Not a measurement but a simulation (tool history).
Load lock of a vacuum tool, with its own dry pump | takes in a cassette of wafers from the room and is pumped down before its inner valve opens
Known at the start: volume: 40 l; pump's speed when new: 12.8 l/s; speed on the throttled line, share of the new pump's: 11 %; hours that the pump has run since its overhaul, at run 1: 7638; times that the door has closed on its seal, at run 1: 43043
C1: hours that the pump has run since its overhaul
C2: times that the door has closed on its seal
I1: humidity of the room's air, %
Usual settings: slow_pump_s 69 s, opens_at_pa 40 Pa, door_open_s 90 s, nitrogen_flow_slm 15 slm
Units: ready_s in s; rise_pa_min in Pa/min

run 1 hour=0 | slow_pump_s=69 opens_at_pa=40 door_open_s=90 nitrogen_flow_slm=15 | C1=7638 C2=43043 | I1=47.5 | ready_s=88.1 rise_pa_min=0.576
run 2 hour=540.9 | slow_pump_s=69 opens_at_pa=40 door_open_s=90 nitrogen_flow_slm=15 | C1=8179 C2=44769 | I1=45.7 | ready_s=88.2 rise_pa_min=0.592
run 3 hour=969.7 | slow_pump_s=69 opens_at_pa=40 door_open_s=90 nitrogen_flow_slm=15 | C1=8607 C2=46138 | I1=45.8 | ready_s=87.8 rise_pa_min=0.632
run 4 hour=1613.9 | slow_pump_s=69 opens_at_pa=40 door_open_s=28 nitrogen_flow_slm=15 | C1=9252 C2=48195 | I1=47.7 | ready_s=88 rise_pa_min=0.669
-- hour=1642.8 door's seal changed, seat wiped
run 5 hour=1941.7 | slow_pump_s=65 opens_at_pa=40 door_open_s=90 nitrogen_flow_slm=15 | C1=9578 C2=954 | I1=44.7 | ready_s=84.3 rise_pa_min=0.04
run 6 hour=2294 | slow_pump_s=90 opens_at_pa=40 door_open_s=90 nitrogen_flow_slm=15 | C1=9930 C2=2079 | I1=45.4 | ready_s=107.2 rise_pa_min=0.05
run 7 hour=2783.9 | slow_pump_s=90 opens_at_pa=40 door_open_s=90 nitrogen_flow_slm=15 | C1=10420 C2=3643 | I1=46.6 | ready_s=107.1 rise_pa_min=0.055
run 8 hour=3144.5 | slow_pump_s=90 opens_at_pa=40 door_open_s=121 nitrogen_flow_slm=15 | C1=10781 C2=4794 | I1=43.1 | ready_s=106.7 rise_pa_min=0.059
-- hour=3201.8 dry pump taken out, an overhauled one fitted
run 9 hour=3518.1 | slow_pump_s=69 opens_at_pa=59 door_open_s=57 nitrogen_flow_slm=15 | C1=316 C2=5967 | I1=45.2 | ready_s=84.7 rise_pa_min=0.058
run 10 hour=3859.6 | slow_pump_s=69 opens_at_pa=40 door_open_s=90 nitrogen_flow_slm=7 | C1=658 C2=7057 | I1=49.3 | ready_s=86 rise_pa_min=0.097
run 11 hour=4434.3 | slow_pump_s=69 opens_at_pa=40 door_open_s=90 nitrogen_flow_slm=38 | C1=1232 C2=8892 | I1=45.4 | ready_s=85.9 rise_pa_min=0.059
run 12 hour=4802 | slow_pump_s=69 opens_at_pa=47 door_open_s=155 nitrogen_flow_slm=21 | C1=1600 C2=10065 | I1=41.3 | ready_s=85.8 rise_pa_min=0.087

Hidden state or all else? Some run-to-run changes of ready_s, split into what the settings, what came in and random variation would give without the hidden state, and what is left for the hidden state (with any gauge scatter that isn't in both results):
The hidden state here: pump's speed, % of a new pump's; leak at the door's seal, Pa l/s; drift of the gauge itself on ready_s, %; drift of the gauge itself on rise_pa_min, %.
Run 5 -> 6: slow_pump_s 65 -> 90. ready_s +22.9 s: hidden state -0.3, all else +23.2.
Run 8 -> 9: slow_pump_s 90 -> 69, opens_at_pa 40 -> 59, door_open_s 121 -> 57, dry pump taken out, an overhauled one fitted. ready_s -22 s: hidden state -2.4, all else -19.6.
